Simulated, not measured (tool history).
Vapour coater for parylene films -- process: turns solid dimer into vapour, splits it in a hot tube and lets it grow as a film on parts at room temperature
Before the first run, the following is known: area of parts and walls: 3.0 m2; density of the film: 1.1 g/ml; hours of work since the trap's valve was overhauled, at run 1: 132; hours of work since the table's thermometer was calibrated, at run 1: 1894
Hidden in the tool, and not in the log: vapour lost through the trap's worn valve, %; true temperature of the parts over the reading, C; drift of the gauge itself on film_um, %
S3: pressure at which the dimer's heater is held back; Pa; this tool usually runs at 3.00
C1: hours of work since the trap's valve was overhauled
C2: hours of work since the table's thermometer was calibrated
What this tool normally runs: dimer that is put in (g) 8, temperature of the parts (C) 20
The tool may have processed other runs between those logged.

{"run": 1, "hour": 0.0, "dimer that is put in (g)": 8, "temperature of the parts (C)": 20, "S3": 3.0, "C1": 132, "C2": 1894, "thickness of the film (µm)": 1.7}
{"hour": 8.5, "done": "table's thermometer calibrated"}
{"run": 2, "hour": 80.8, "dimer that is put in (g)": 8, "temperature of the parts (C)": 26, "S3": 3.0, "C1": 196, "C2": 58, "thickness of the film (µm)": 1.34}
{"run": 3, "hour": 155.3, "dimer that is put in (g)": 8, "temperature of the parts (C)": 20, "S3": 3.0, "C1": 256, "C2": 118, "thickness of the film (µm)": 1.69}
{"hour": 172.8, "done": "trap's valve overhauled"}
{"run": 4, "hour": 224.6, "dimer that is put in (g)": 8, "temperature of the parts (C)": 20, "S3": 3.04, "C1": 42, "C2": 171, "thickness of the film (µm)": 1.68}
{"run": 5, "hour": 305.5, "dimer that is put in (g)": 8, "temperature of the parts (C)": 20, "S3": 3.04, "C1": 107, "C2": 236, "thickness of the film (µm)": 1.69}
{"run": 6, "hour": 344.2, "dimer that is put in (g)": 8, "temperature of the parts (C)": 20, "S3": 3.0, "C1": 138, "C2": 267, "thickness of the film (µm)": 1.72}
{"run": 7, "hour": 383.6, "dimer that is put in (g)": 8, "temperature of the parts (C)": 20, "S3": 3.0, "C1": 170, "C2": 299, "thickness of the film (µm)": 1.69}
{"run": 8, "hour": 449.1, "dimer that is put in (g)": 8, "temperature of the parts (C)": 20, "S3": 3.0, "C1": 222, "C2": 352, "thickness of the film (µm)": 1.68}
{"run": 9, "hour": 498.4, "dimer that is put in (g)": 8, "temperature of the parts (C)": 20, "S3": 3.0, "C1": 262, "C2": 391, "thickness of the film (µm)": 1.69}
{"hour": 507.5, "done": "trap's valve overhauled"}
{"run": 10, "hour": 575.7, "dimer that is put in (g)": 7, "temperature of the parts (C)": 20, "S3": 3.0, "C1": 55, "C2": 450, "thickness of the film (µm)": 1.5}
{"run": 11, "hour": 644.7, "dimer that is put in (g)": 7, "temperature of the parts (C)": 20, "S3": 3.0, "C1": 110, "C2": 506, "thickness of the film (µm)": 1.5}
{"run": 12, "hour": 683.1, "dimer that is put in (g)": 6, "temperature of the parts (C)": 20, "S3": 3.0, "C1": 141, "C2": 537, "thickness of the film (µm)": 1.29}
{"run": 13, "hour": 752.2, "dimer that is put in (g)": 8, "temperature of the parts (C)": 20, "S3": 3.72, "C1": 197, "C2": 593, "thickness of the film (µm)": 1.6}
{"run": 14, "hour": 796.9, "dimer that is put in (g)": 8, "temperature of the parts (C)": 20, "S3": 3.72, "C1": 233, "C2": 629, "thickness of the film (µm)": 1.62}
{"hour": 840.8, "done": "trap's valve overhauled"}
{"run": 15, "hour": 870.7, "dimer that is put in (g)": 8, "temperature of the parts (C)": 20, "S3": 3.72, "C1": 24, "C2": 685, "thickness of the film (µm)": 1.65}
{"run": 16, "hour": 930.9, "dimer that is put in (g)": 8, "temperature of the parts (C)": 20, "S3": 3.72, "C1": 73, "C2": 733, "thickness of the film (µm)": 1.65}
{"run": 17, "hour": 991.9, "dimer that is put in (g)": 5, "temperature of the parts (C)": 20, "S3": 3.0, "C1": 122, "C2": 782, "thickness of the film (µm)": 1.07}
{"run": 18, "hour": 1040.1, "dimer that is put in (g)": 8, "temperature of the parts (C)": 20, "S3": 3.0, "C1": 160, "C2": 821, "thickness of the film (µm)": 1.68}
{"run": 19, "hour": 1108.0, "dimer that is put in (g)": 8, "temperature of the parts (C)": 20, "S3": 3.0, "C1": 215, "C2": 876, "thickness of the film (µm)": 1.68}
{"hour": 1177.2, "done": "trap's valve overhauled"}
{"run": 20, "hour": 1183.8, "dimer that is put in (g)": 8, "temperature of the parts (C)": 20, "S3": 3.0, "C1": 5, "C2": 934, "thickness of the film (µm)": 1.7}
{"run": 21, "hour": 1221.2, "dimer that is put in (g)": 8, "temperature of the parts (C)": 20, "S3": 3.0, "C1": 35, "C2": 964, "thickness of the film (µm)": 1.72}
{"run": 22, "hour": 1268.8, "dimer that is put in (g)": 8, "temperature of the parts (C)": 20, "S3": 3.0, "C1": 74, "C2": 1002, "thickness of the film (µm)": 1.69}
{"run": 23, "hour": 1318.9, "dimer that is put in (g)": 8, "temperature of the parts (C)": 20, "S3": 3.0, "C1": 114, "C2": 1043, "thickness of the film (µm)": 1.7}
{"run": 24, "hour": 1375.5, "dimer that is put in (g)": 8, "temperature of the parts (C)": 20, "S3": 3.0, "C1": 160, "C2": 1088, "thickness of the film (µm)": 1.68}

The next listed run, before its measurement:
{"run": 25, "hour": 1416.3, "dimer that is put in (g)": 11, "temperature of the parts (C)": 14, "S3": 10.67, "C1": 193, "C2": 1121, "thickness of the film (µm)": "?"}

thickness of the film (µm): 2.39
Were there no unlogged condition in the tool, this run, its random variation unchanged, would have produced thickness of the film (µm) 2.40.
